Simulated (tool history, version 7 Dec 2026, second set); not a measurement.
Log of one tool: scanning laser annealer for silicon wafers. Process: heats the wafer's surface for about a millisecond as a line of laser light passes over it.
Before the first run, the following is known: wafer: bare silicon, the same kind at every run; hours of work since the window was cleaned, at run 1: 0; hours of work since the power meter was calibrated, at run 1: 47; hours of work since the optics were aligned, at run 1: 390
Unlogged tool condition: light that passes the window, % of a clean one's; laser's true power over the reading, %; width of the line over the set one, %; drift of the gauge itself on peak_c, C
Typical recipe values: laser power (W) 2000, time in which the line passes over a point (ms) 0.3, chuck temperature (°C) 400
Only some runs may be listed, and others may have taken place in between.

run,hour,laser power (W),time in which the line passes over a point (ms),chuck temperature (°C),hours of work since the window was cleaned,hours of work since the power meter was calibrated,hours of work since the optics were aligned,highest temperature of the surface (°C)
1,0,2000,0.3,400,0,47,390,1123
2,30.6,2000,0.3,400,18,65,408,1119
3,46.7,2000,0.3,400,27,74,417,1119
4,71.1,2000,0.3,400,42,89,432,1113
5,87.9,2000,0.3,400,51,98,441,1113
6,107.9,2162,0.3,400,63,110,453,1191
7,134,2000,0.244,400,78,125,468,1046
8,169.1,2000,0.244,400,99,146,489,1044
9,192.8,2000,0.3,379,113,160,503,1083
10,231.7,2000,0.3,379,135,182,525,1084
11,253.7,1739,0.3,400,148,195,538,984
12,285.8,2000,0.3,423,167,214,557,1122
13,305.2,2000,0.3,400,178,225,568,1096
14,342.5,2000,0.3,400,200,247,590,1097
15,369.8,2000,0.3,400,216,263,606,1097
16,394,2000,0.3,400,230,277,620,1091
17,416.4,2000,0.3,400,243,290,633,1092
18,450.1,2000,0.333,400,263,310,653,1121
19,481.7,2000,0.3,376,281,329,672,1058
20,514.1,2000,0.3,400,300,347,690,1084
21,548.7,2000,0.3,400,321,368,711,1081
22,576,2027,0.23,382,337,384,727,990
23,607.4,1857,0.375,399,355,402,745,1077
24,624.9,1857,0.375,399,365,412,755,1076
25,643.5,1857,0.375,399,376,423,766,1077
26,665.5,2163,0.356,389,389,436,779,1194
27,687.1,2163,0.356,389,402,449,792,1196
28,715.9,2000,0.349,400,418,465,808,1116
# hour 743.1: window over the wafer cleaned
29,749,1842,0.349,433,3,484,827,1125
30,775.7,2035,0.227,420,19,499,842,1063
31,802.5,1925,0.3,418,35,515,858,1099

Run 32 comes next. What will it give?
32,825.7,2090,0.293,426,48,528,871,?

highest temperature of the surface (°C): 1176
Take away the tool's hidden state, keep the run-to-run variation as it was, and the same run would have given highest temperature of the surface (°C) 1193.

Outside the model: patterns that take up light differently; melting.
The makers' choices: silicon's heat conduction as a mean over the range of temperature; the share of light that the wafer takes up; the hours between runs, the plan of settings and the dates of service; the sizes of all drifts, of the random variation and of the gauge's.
